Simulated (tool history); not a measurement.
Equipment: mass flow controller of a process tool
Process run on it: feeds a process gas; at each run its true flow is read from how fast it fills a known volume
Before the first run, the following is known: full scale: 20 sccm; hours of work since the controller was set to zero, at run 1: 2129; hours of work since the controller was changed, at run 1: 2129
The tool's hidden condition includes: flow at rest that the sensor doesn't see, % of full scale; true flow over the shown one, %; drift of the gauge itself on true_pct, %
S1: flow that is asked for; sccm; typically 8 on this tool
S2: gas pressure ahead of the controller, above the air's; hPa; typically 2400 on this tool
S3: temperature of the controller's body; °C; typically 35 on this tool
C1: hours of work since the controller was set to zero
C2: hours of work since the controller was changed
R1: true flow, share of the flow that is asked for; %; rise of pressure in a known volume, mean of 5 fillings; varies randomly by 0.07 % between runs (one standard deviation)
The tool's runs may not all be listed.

run,hour,S1,S2,S3,C1,C2,R1
1,0.0,8,2400,35,2129,2129,100.86
2,167.9,8,2400,35,2183,2183,101.03
3,322.2,8,1530,35,2233,2233,101.25
4,467.7,8,1530,35,2279,2279,101.20
5,573.5,8,1530,35,2314,2314,101.34
6,654.9,17,2400,35,2340,2340,102.09
7,730.8,17,2400,35,2364,2364,102.22
8,859.9,17,2400,35,2406,2406,102.02
9,994.5,8,2400,35,2449,2449,101.44
10,1123.6,2,2400,35,2491,2491,104.33
11,1224.2,2,2400,35,2523,2523,104.39
# hour 1239.9: controller's zero set anew
12,1329.1,5,2400,21,29,2557,101.59
13,1503.2,5,2260,21,85,2613,101.66
14,1606.1,3,2260,36,118,2646,103.47
15,1723.9,10,1650,26,156,2684,101.62
16,1909.0,8,2590,28,216,2744,101.57
17,2047.9,8,2590,28,260,2788,101.73

What if the next run were any one of these 3? Each begins from the tool's condition after run 17:
A,2183.3,8,2400,25,304,2832,?
B,2183.3,8,2590,31,304,2832,?
C,2183.3,12,2400,35,304,2832,?

run,R1
A,101.63
B,101.96
C,102.28
Stripped of hidden state, with their random variation kept, the same runs would have yielded:
run,R1
A,97.91
B,98.23
C,99.08

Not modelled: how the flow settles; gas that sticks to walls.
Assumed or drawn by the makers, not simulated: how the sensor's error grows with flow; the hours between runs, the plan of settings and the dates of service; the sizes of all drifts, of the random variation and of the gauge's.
